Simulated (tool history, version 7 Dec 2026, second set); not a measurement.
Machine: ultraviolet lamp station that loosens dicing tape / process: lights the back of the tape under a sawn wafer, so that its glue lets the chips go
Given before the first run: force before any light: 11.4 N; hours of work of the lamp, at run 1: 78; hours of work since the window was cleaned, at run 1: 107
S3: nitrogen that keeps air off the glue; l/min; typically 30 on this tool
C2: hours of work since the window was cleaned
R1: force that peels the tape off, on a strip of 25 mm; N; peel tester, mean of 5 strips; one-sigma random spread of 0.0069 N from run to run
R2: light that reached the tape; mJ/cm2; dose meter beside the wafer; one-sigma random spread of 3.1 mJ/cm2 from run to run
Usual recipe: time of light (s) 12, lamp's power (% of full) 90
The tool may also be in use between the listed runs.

Run 1, hour 0: usual settings; hours of work of the lamp 78; C2 107. Result: R1 0.291 N, R2 437 mJ/cm2.
Run 2, hour 19: usual settings; hours of work of the lamp 88; C2 118. Result: R1 0.299 N, R2 438 mJ/cm2.
Run 3, hour 40.5: usual settings but lamp's power (% of full) 83; hours of work of the lamp 100; C2 129. Result: R1 0.388 N, R2 396 mJ/cm2.
Run 4, hour 72: usual settings but lamp's power (% of full) 74; hours of work of the lamp 117; C2 146. Result: R1 0.524 N, R2 347 mJ/cm2.
Run 5, hour 115.4: usual settings but time of light (s) 16; hours of work of the lamp 140; C2 169. Result: R1 0.18 N, R2 555 mJ/cm2.
Run 6, hour 140.3: usual settings but time of light (s) 16; hours of work of the lamp 153; C2 182. Result: R1 0.193 N, R2 552 mJ/cm2.
Run 7, hour 168.7: usual settings but time of light (s) 16; hours of work of the lamp 169; C2 198. Result: R1 0.188 N, R2 546 mJ/cm2.
Run 8, hour 201: usual settings but time of light (s) 16; hours of work of the lamp 186; C2 215. Result: R1 0.185 N, R2 540 mJ/cm2.
Run 9, hour 229.6: usual settings but S3 35 l/min; hours of work of the lamp 201; C2 230. Result: R1 0.326 N, R2 403 mJ/cm2.
Run 10, hour 268.2: usual settings but time of light (s) 17; hours of work of the lamp 222; C2 251. Result: R1 0.183 N, R2 554 mJ/cm2.
Run 11, hour 298.8: usual settings but time of light (s) 17; hours of work of the lamp 238; C2 267. Result: R1 0.187 N, R2 548 mJ/cm2.
At hour 303.4: window cleaned of glue's vapour.
Run 12, hour 317.6: usual settings but time of light (s) 17; hours of work of the lamp 248; C2 8. Result: R1 0.222 N, R2 506 mJ/cm2.
Run 13, hour 357.1: usual settings but time of light (s) 20; hours of work of the lamp 269; C2 29. Result: R1 0.167 N, R2 577 mJ/cm2.
Run 14, hour 398.4: usual settings but time of light (s) 20; hours of work of the lamp 291; C2 51. Result: R1 0.181 N, R2 567 mJ/cm2.
Run 15, hour 418.9: usual settings but time of light (s) 9; hours of work of the lamp 302; C2 62. Result: R1 1.129 N, R2 251 mJ/cm2.
Run 16, hour 442.5: usual settings but time of light (s) 9; hours of work of the lamp 315; C2 74. Result: R1 1.191 N, R2 257 mJ/cm2.
At hour 460.4: window cleaned of glue's vapour, once more.
Run 17, hour 482.7: usual settings; hours of work of the lamp 336; C2 12. Result: R1 0.32 N, R2 424 mJ/cm2.
Run 18, hour 502.8: usual settings; hours of work of the lamp 347; C2 23. Result: R1 0.321 N, R2 418 mJ/cm2.
Run 19, hour 540.3: usual settings but time of light (s) 11, lamp's power (% of full) 64, S3 29 l/min; hours of work of the lamp 367; C2 43. Result: R1 1.014 N, R2 265 mJ/cm2.
Run 20, hour 583.7: usual settings but time of light (s) 11, lamp's power (% of full) 64, S3 29 l/min; hours of work of the lamp 390; C2 66. Result: R1 1.037 N, R2 266 mJ/cm2.
Run 21, hour 624.8: usual settings but time of light (s) 6, lamp's power (% of full) 78; hours of work of the lamp 412; C2 88. Result: R1 2.241 N, R2 173 mJ/cm2.
Run 22, hour 666.4: usual settings but time of light (s) 22, lamp's power (% of full) 75, S3 14 l/min; hours of work of the lamp 435; C2 110. Result: R1 0.285 N, R2 597 mJ/cm2.
Run 23, hour 703.3: usual settings but S3 44 l/min; hours of work of the lamp 455; C2 130. Result: R1 0.303 N, R2 388 mJ/cm2.
Run 24, hour 733: usual settings but S3 44 l/min; hours of work of the lamp 470; C2 146. Result: R1 0.315 N, R2 380 mJ/cm2.
Run 25, hour 777.1: usual settings but time of light (s) 11, S3 21 l/min; hours of work of the lamp 494; C2 170. Result: R1 0.769 N, R2 340 mJ/cm2.
Run 26, hour 802.4: usual settings but time of light (s) 11, lamp's power (% of full) 87, S3 15 l/min; hours of work of the lamp 508; C2 183. Result: R1 1.146 N, R2 322 mJ/cm2.
Run 27, hour 837.7: usual settings but time of light (s) 16, lamp's power (% of full) 64, S3 14 l/min; hours of work of the lamp 526; C2 202. Result: R1 1.132 N, R2 341 mJ/cm2.
Run 28, hour 874: usual settings but time of light (s) 18, lamp's power (% of full) 77, S3 15 l/min; hours of work of the lamp 546; C2 222. Result: R1 0.52 N, R2 455 mJ/cm2.
Run 29, hour 898.8: usual settings but time of light (s) 7, lamp's power (% of full) 92, S3 17 l/min; hours of work of the lamp 559; C2 235. Result: R1 2.378 N, R2 212 mJ/cm2.
Run 30, hour 924.8: usual settings but time of light (s) 7, lamp's power (% of full) 92, S3 17 l/min; hours of work of the lamp 573; C2 249. Result: R1 2.371 N, R2 210 mJ/cm2.
Run 31, hour 959.5: usual settings but time of light (s) 11, lamp's power (% of full) 83, S3 11 l/min; hours of work of the lamp 592; C2 267. Result: R1 1.856 N, R2 288 mJ/cm2.
At hour 976.5: window cleaned of glue's vapour.
Run 32, hour 1001: usual settings but time of light (s) 9, lamp's power (% of full) 69, S3 24 l/min; hours of work of the lamp 614; C2 13. Result: R1 1.771 N, R2 222 mJ/cm2.
Run 33, hour 1035.8: usual settings but time of light (s) 18, lamp's power (% of full) 60; hours of work of the lamp 632; C2 32. Result: R1 0.412 N, R2 381 mJ/cm2.
Run 34, hour 1056: usual settings but time of light (s) 18, lamp's power (% of full) 60; hours of work of the lamp 643; C2 43. Result: R1 0.427 N, R2 383 mJ/cm2.
Run 35, hour 1094.3: usual settings but time of light (s) 23, lamp's power (% of full) 60, S3 10 l/min; hours of work of the lamp 664; C2 63. Result: R1 0.725 N, R2 475 mJ/cm2.
Run 36, hour 1112.5: usual settings but lamp's power (% of full) 72, S3 11 l/min; hours of work of the lamp 673; C2 73. Result: R1 1.83 N, R2 294 mJ/cm2.

For each entry between runs, how does the tool's hidden state at the last listed run before it compare with that at the first listed run after it?
After run 11, before run 12: window cleaned of glue's vapour (hour 303.4)
  lamp's light, % of a new lamp's: 91.2 -> 90.9; light that the window lets through, % of a clean one's: 87.3 -> 80.3
  difference, measured minus the result without the unlogged condition, R1: +0.046 -> +0.08 N; R2: -140 -> -186 mJ/cm2
After run 16, before run 17: window cleaned of glue's vapour, once more (hour 460.4)
  lamp's light, % of a new lamp's: 88.9 -> 88.3; light that the window lets through, % of a clean one's: 77.4 -> 98.8
  difference, measured minus the result without the unlogged condition, R1: +0.698 -> +0.088 N; R2: -114 -> -61 mJ/cm2
After run 31, before run 32: window cleaned of glue's vapour (hour 976.5)
  lamp's light, % of a new lamp's: 81.2 -> 80.6; light that the window lets through, % of a clean one's: 86.7 -> 99.4
  difference, measured minus the result without the unlogged condition, R1: +0.946 -> +0.633 N; R2: -122 -> -55 mJ/cm2

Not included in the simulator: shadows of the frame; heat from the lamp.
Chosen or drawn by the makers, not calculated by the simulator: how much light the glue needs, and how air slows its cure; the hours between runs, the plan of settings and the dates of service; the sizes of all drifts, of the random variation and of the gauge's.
